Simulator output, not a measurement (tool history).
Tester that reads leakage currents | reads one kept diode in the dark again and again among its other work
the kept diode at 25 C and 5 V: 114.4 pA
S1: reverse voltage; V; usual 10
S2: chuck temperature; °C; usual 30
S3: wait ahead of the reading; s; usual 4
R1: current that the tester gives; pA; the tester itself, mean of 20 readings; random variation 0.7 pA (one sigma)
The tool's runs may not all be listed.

run,hour,S1,S2,S3,R1
1,0,10,30,4,233.69
2,86.1,10,37,4,400.25
3,165.2,1,30,4,81.91
4,221.2,10,30,4,233.5
5,272.5,10,30,4,234.22
6,327.7,10,30,4,234.38
7,389.2,10,30,4,233.76
8,460,10,30,4,234.08
9,511.1,10,30,4,234.24
10,589.1,10,30,4,233.51
11,657.6,10,30,4,233.62
12,729.5,10,30,4,233.31
13,777.5,8.1,23,4,121.96
14,818.8,4.7,39,0.33,330.38
15,871.8,4.7,39,0.33,330.49
16,959.1,4.7,39,0.33,329.33

The next listed run, before its measurement:
17,996.3,16.5,34,0.33,?

Run 17 gave R1 406.97 pA.
Without the tool's hidden state the same run would have given R1 406.64 pA.
